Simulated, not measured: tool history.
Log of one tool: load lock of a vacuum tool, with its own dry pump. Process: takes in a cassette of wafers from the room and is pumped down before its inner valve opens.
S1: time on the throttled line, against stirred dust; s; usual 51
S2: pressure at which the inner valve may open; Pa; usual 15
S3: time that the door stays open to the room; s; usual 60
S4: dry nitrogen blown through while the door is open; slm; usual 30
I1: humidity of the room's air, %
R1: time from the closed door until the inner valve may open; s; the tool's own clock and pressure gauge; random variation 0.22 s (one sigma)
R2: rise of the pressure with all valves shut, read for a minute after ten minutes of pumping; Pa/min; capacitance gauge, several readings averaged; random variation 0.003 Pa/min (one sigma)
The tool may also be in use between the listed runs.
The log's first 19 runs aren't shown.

run 20 hour=1205.1 | S1=35 S2=15 S3=60 S4=13 | I1=43.1 | R1=51.9 R2=0.076
run 21 hour=1288.5 | S1=35 S2=15 S3=60 S4=13 | I1=47.1 | R1=51.8 R2=0.078
run 22 hour=1365.9 | S1=35 S2=15 S3=60 S4=13 | I1=44.8 | R1=51.8 R2=0.076
run 23 hour=1414.5 | S1=47 S2=13 S3=60 S4=30 | I1=46.1 | R1=63.2 R2=0.053
run 24 hour=1467.3 | S1=47 S2=13 S3=154 S4=4 | I1=46.7 | R1=63.4 R2=0.134
run 25 hour=1540.9 | S1=47 S2=13 S3=87 S4=4 | I1=46.9 | R1=63 R2=0.119
run 26 hour=1590.1 | S1=79 S2=15 S3=60 S4=6 | I1=44.7 | R1=92.3 R2=0.093
run 27 hour=1676.9 | S1=79 S2=15 S3=60 S4=6 | I1=43.4 | R1=92.5 R2=0.089
run 28 hour=1759.4 | S1=79 S2=15 S3=221 S4=7 | I1=41 | R1=92.1 R2=0.127
run 29 hour=1841.6 | S1=102 S2=16 S3=111 S4=6 | I1=43.6 | R1=113.6 R2=0.108
run 30 hour=1918.6 | S1=95 S2=15 S3=60 S4=30 | I1=44.2 | R1=106.3 R2=0.055
run 31 hour=1955.1 | S1=95 S2=15 S3=60 S4=30 | I1=43.5 | R1=106.7 R2=0.051

4 ways to go on from here, each from the tool as it stands after run 31. What would each give?
run A hour=2038.5 | S1=45 S2=13 S3=60 S4=30 | I1=38.6 | R1=? R2=?
run B hour=2038.5 | S1=51 S2=15 S3=129 S4=30 | I1=42.1 | R1=? R2=?
run C hour=2038.5 | S1=71 S2=15 S3=71 S4=30 | I1=44.6 | R1=? R2=?
run D hour=2038.5 | S1=95 S2=15 S3=38 S4=30 | I1=46.9 | R1=? R2=?

run=A R1=61.1 R2=0.047
run=B R1=66.5 R2=0.067
run=C R1=84.8 R2=0.06
run=D R1=106.8 R2=0.041
Without the tool's hidden state the same runs would have given:
run=A R1=61.1 R2=0.047
run=B R1=66.5 R2=0.066
run=C R1=84.8 R2=0.059
run=D R1=106.8 R2=0.04
